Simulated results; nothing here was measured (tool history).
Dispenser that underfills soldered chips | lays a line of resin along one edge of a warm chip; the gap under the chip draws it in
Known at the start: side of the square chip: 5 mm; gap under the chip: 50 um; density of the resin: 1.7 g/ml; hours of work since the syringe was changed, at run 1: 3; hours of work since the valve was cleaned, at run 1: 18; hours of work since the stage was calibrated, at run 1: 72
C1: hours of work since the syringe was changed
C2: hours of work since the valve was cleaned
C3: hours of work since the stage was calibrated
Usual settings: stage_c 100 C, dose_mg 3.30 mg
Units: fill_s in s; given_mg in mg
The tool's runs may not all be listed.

run 1 hour=0.0 | stage_c=100 dose_mg=3.30 | C1=3 C2=18 C3=72 | fill_s=35.5 given_mg=3.26
-- hour=3.2 new syringe of resin
run 2 hour=7.5 | stage_c=106 dose_mg=3.30 | C1=3 C2=23 C3=77 | fill_s=28.4 given_mg=3.24
-- hour=10.6 new syringe of resin
run 3 hour=15.3 | stage_c=106 dose_mg=3.30 | C1=4 C2=29 C3=83 | fill_s=29.5 given_mg=3.23
-- hour=17.7 new syringe of resin
run 4 hour=22.9 | stage_c=106 dose_mg=3.30 | C1=4 C2=35 C3=89 | fill_s=30.5 given_mg=3.25
-- hour=25.0 new syringe of resin
run 5 hour=30.0 | stage_c=100 dose_mg=4.20 | C1=4 C2=40 C3=94 | fill_s=38.7 given_mg=4.08
-- hour=32.3 new syringe of resin
run 6 hour=34.6 | stage_c=100 dose_mg=4.20 | C1=2 C2=43 C3=98 | fill_s=31.5 given_mg=4.04
-- hour=39.6 new syringe of resin
run 7 hour=39.6 | stage_c=100 dose_mg=4.20 | C1=0 C2=47 C3=101 | fill_s=27.4 given_mg=4.02
run 8 hour=43.9 | stage_c=100 dose_mg=4.20 | C1=3 C2=50 C3=105 | fill_s=36.4 given_mg=4.05
-- hour=47.0 new syringe of resin
run 9 hour=48.7 | stage_c=100 dose_mg=4.20 | C1=1 C2=54 C3=108 | fill_s=30.0 given_mg=4.04
run 10 hour=53.4 | stage_c=107 dose_mg=4.27 | C1=5 C2=58 C3=112 | fill_s=29.7 given_mg=4.07
-- hour=54.2 new syringe of resin
run 11 hour=60.3 | stage_c=107 dose_mg=4.27 | C1=5 C2=63 C3=117 | fill_s=29.9 given_mg=4.10
-- hour=61.3 new syringe of resin
run 12 hour=66.0 | stage_c=106 dose_mg=2.85 | C1=4 C2=67 C3=121 | fill_s=30.0 given_mg=2.71
-- hour=68.7 new syringe of resin
run 13 hour=74.1 | stage_c=112 dose_mg=3.21 | C1=4 C2=73 C3=127 | fill_s=24.1 given_mg=3.02
-- hour=75.8 new syringe of resin
run 14 hour=80.1 | stage_c=109 dose_mg=3.44 | C1=3 C2=77 C3=132 | fill_s=24.8 given_mg=3.24
-- hour=83.2 new syringe of resin
run 15 hour=83.8 | stage_c=109 dose_mg=3.44 | C1=0 C2=80 C3=134 | fill_s=19.5 given_mg=3.25
-- hour=86.7 dispensing valve cleaned and set on the balance
-- hour=91.5 new syringe of resin
run 16 hour=93.3 | stage_c=110 dose_mg=2.96 | C1=1 C2=5 C3=141 | fill_s=20.7 given_mg=2.99
run 17 hour=96.8 | stage_c=110 dose_mg=2.96 | C1=4 C2=8 C3=143 | fill_s=26.5 given_mg=2.97
-- hour=98.7 new syringe of resin
run 18 hour=101.8 | stage_c=89 dose_mg=4.12 | C1=2 C2=11 C3=147 | fill_s=55.6 given_mg=4.09

Forecast each of these 3 alternatives for the next run:
-- hour=106.1 new syringe of resin
run A hour=109.8 | stage_c=89 dose_mg=3.53 | C1=3 C2=17 C3=153 | fill_s=? given_mg=?
-- hour=106.1 new syringe of resin
run B hour=109.8 | stage_c=112 dose_mg=3.37 | C1=3 C2=17 C3=153 | fill_s=? given_mg=?
-- hour=106.1 new syringe of resin
run C hour=109.8 | stage_c=100 dose_mg=4.23 | C1=3 C2=17 C3=153 | fill_s=? given_mg=?

run=A fill_s=59.4 given_mg=3.53
run=B fill_s=20.6 given_mg=3.36
run=C fill_s=34.2 given_mg=4.17
Without the tool's hidden state the same runs would have given:
run=A fill_s=45.1 given_mg=3.57
run=B fill_s=15.7 given_mg=3.40
run=C fill_s=26.1 given_mg=4.22
